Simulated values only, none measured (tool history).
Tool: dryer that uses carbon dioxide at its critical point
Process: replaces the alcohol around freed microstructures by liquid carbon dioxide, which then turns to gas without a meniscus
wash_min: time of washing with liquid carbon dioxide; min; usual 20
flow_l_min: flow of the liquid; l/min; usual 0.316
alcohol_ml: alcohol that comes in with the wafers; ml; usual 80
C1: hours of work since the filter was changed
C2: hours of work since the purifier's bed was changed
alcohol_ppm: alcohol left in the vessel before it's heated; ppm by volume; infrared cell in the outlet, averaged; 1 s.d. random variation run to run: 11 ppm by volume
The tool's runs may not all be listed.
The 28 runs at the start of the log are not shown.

{"run": 29, "hour": 446.1, "wash_min": 20, "flow_l_min": 0.316, "alcohol_ml": 56, "C1": 145, "C2": 626, "alcohol_ppm": 562}
{"run": 30, "hour": 462.5, "wash_min": 19, "flow_l_min": 0.448, "alcohol_ml": 80, "C1": 157, "C2": 637, "alcohol_ppm": 210}
{"run": 31, "hour": 485.3, "wash_min": 20, "flow_l_min": 0.316, "alcohol_ml": 24, "C1": 173, "C2": 654, "alcohol_ppm": 274}
{"run": 32, "hour": 502.7, "wash_min": 31, "flow_l_min": 0.507, "alcohol_ml": 24, "C1": 186, "C2": 666, "alcohol_ppm": 35}
{"run": 33, "hour": 519.5, "wash_min": 31, "flow_l_min": 0.507, "alcohol_ml": 24, "C1": 198, "C2": 678, "alcohol_ppm": 35}
{"run": 34, "hour": 540.5, "wash_min": 31, "flow_l_min": 0.507, "alcohol_ml": 24, "C1": 213, "C2": 693, "alcohol_ppm": 31}
{"run": 35, "hour": 550.1, "wash_min": 20, "flow_l_min": 0.316, "alcohol_ml": 20, "C1": 220, "C2": 700, "alcohol_ppm": 241}
{"run": 36, "hour": 566.8, "wash_min": 20, "flow_l_min": 0.316, "alcohol_ml": 20, "C1": 232, "C2": 712, "alcohol_ppm": 257}
{"run": 37, "hour": 580.1, "wash_min": 26, "flow_l_min": 0.239, "alcohol_ml": 80, "C1": 241, "C2": 722, "alcohol_ppm": 884}
{"run": 38, "hour": 596.6, "wash_min": 23, "flow_l_min": 0.239, "alcohol_ml": 49, "C1": 253, "C2": 734, "alcohol_ppm": 907}
{"run": 39, "hour": 613.2, "wash_min": 23, "flow_l_min": 0.239, "alcohol_ml": 49, "C1": 265, "C2": 745, "alcohol_ppm": 927}
{"run": 40, "hour": 625.6, "wash_min": 13, "flow_l_min": 0.316, "alcohol_ml": 91, "C1": 274, "C2": 754, "alcohol_ppm": 5025}
{"run": 41, "hour": 647.4, "wash_min": 17, "flow_l_min": 0.318, "alcohol_ml": 94, "C1": 289, "C2": 770, "alcohol_ppm": 1937}
{"run": 42, "hour": 660.1, "wash_min": 17, "flow_l_min": 0.318, "alcohol_ml": 41, "C1": 298, "C2": 779, "alcohol_ppm": 908}
{"run": 43, "hour": 678.1, "wash_min": 30, "flow_l_min": 0.24, "alcohol_ml": 80, "C1": 311, "C2": 792, "alcohol_ppm": 473}
{"run": 44, "hour": 697.0, "wash_min": 12, "flow_l_min": 0.282, "alcohol_ml": 93, "C1": 325, "C2": 805, "alcohol_ppm": 8090}
{"run": 45, "hour": 706.2, "wash_min": 12, "flow_l_min": 0.282, "alcohol_ml": 93, "C1": 331, "C2": 812, "alcohol_ppm": 8408}
{"run": 46, "hour": 720.7, "wash_min": 23, "flow_l_min": 0.431, "alcohol_ml": 33, "C1": 342, "C2": 822, "alcohol_ppm": 78}
{"run": 47, "hour": 730.6, "wash_min": 16, "flow_l_min": 0.338, "alcohol_ml": 61, "C1": 349, "C2": 830, "alcohol_ppm": 1344}

Here are 4 independent what-if runs from the current tool condition. What would each one return?
{"run": "A", "hour": 743.0, "wash_min": 13, "flow_l_min": 0.291, "alcohol_ml": 41, "C1": 358, "C2": 838, "alcohol_ppm": "?"}
{"run": "B", "hour": 743.0, "wash_min": 20, "flow_l_min": 0.338, "alcohol_ml": 26, "C1": 358, "C2": 838, "alcohol_ppm": "?"}
{"run": "C", "hour": 743.0, "wash_min": 16, "flow_l_min": 0.338, "alcohol_ml": 68, "C1": 358, "C2": 838, "alcohol_ppm": "?"}
{"run": "D", "hour": 743.0, "wash_min": 16, "flow_l_min": 0.338, "alcohol_ml": 112, "C1": 358, "C2": 838, "alcohol_ppm": "?"}

run=A alcohol_ppm=2822
run=B alcohol_ppm=258
run=C alcohol_ppm=1496
run=D alcohol_ppm=2457
Had the tool no hidden state, the same runs would have come out as:
run=A alcohol_ppm=2337
run=B alcohol_ppm=162
run=C alcohol_ppm=1139
run=D alcohol_ppm=1889
